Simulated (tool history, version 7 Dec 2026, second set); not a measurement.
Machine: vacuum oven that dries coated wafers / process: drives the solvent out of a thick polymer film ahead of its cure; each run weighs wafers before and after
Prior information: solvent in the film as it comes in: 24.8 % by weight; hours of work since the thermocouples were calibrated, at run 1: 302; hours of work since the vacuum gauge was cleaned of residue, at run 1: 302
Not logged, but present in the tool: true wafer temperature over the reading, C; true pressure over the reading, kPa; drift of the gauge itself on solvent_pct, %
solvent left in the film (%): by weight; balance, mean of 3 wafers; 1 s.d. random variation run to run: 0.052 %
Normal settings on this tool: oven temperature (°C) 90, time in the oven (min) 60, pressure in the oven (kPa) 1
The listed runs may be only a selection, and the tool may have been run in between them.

run   hour  oven temperature (°C)  time in the oven (min)  pressure in the oven (kPa)  hours of work since the thermocouples were calibrated  hours of work since the vacuum gauge was cleaned of residue  solvent left in the film (%)
  1      0                     90                      60                           1                                                    302                                                          302                          1.94
  2   36.8                     90                      32                           1                                                    326                                                          326                          5.23
  3   68.4                     90                      32                           1                                                    347                                                          347                          5.28
  4   87.8                     90                      60                           1                                                    360                                                          360                          1.82
  5  128.5                     90                      60                           1                                                    387                                                          387                          1.83
  6  148.8                     90                      60                           1                                                    400                                                          400                          1.82
  7  173.1                     90                      60                           1                                                    416                                                          416                          1.83
  8  211.9                     90                      60                           1                                                    442                                                          442                          1.95
  9  228.9                     90                      60                           1                                                    453                                                          453                           1.9
 10  267.2                     83                      60                           1                                                    478                                                          478                          4.24
 11  292.5                     90                      60                           1                                                    495                                                          495                          1.92
 12    316                     90                      60                         1.6                                                    510                                                          510                          2.12
 13  348.4                     92                      58                        1.71                                                    532                                                          532                          1.87
 14  387.5                     92                      58                        1.71                                                    558                                                          558                           1.9
 15  424.6                     99                      61                        0.77                                                    582                                                          582                          0.65
 16  451.2                     99                      61                        0.77                                                    600                                                          600                          0.46
 17  487.1                     96                      58                        0.65                                                    623                                                          623                          0.87
 18  521.3                    103                      60                        1.37                                                    646                                                          646                          0.46
 19  557.3                     93                      60                           1                                                    670                                                          670                          1.31
 20  594.1                     93                      60                           1                                                    694                                                          694                          1.35
 21  619.9                     93                      60                           1                                                    711                                                          711                          1.43
 22  644.2                     93                      60                           1                                                    727                                                          727                          1.39
 23  676.2                     95                      52                           1                                                    748                                                          748                          1.53

Here are 5 independent what-if runs from the current tool condition. What would each one return?
  A   701                     95                      57                        3.26                                                    764                                                          764                             ?
  B   701                    100                      52                        3.58                                                    764                                                          764                             ?
  C   701                     90                      43                        1.17                                                    764                                                          764                             ?
  D   701                    101                      95                           1                                                    764                                                          764                             ?
  E   701                     90                      63                           1                                                    764                                                          764                             ?

run  solvent left in the film (%)
  A                          1.98
  B                          1.37
  C                          3.76
  D                          0.48
  E                          1.93
What these runs would have given with no unlogged condition in the tool:
run  solvent left in the film (%)
  A                          1.61
  B                          1.09
  C                          3.09
  D                          0.36
  E                          1.47
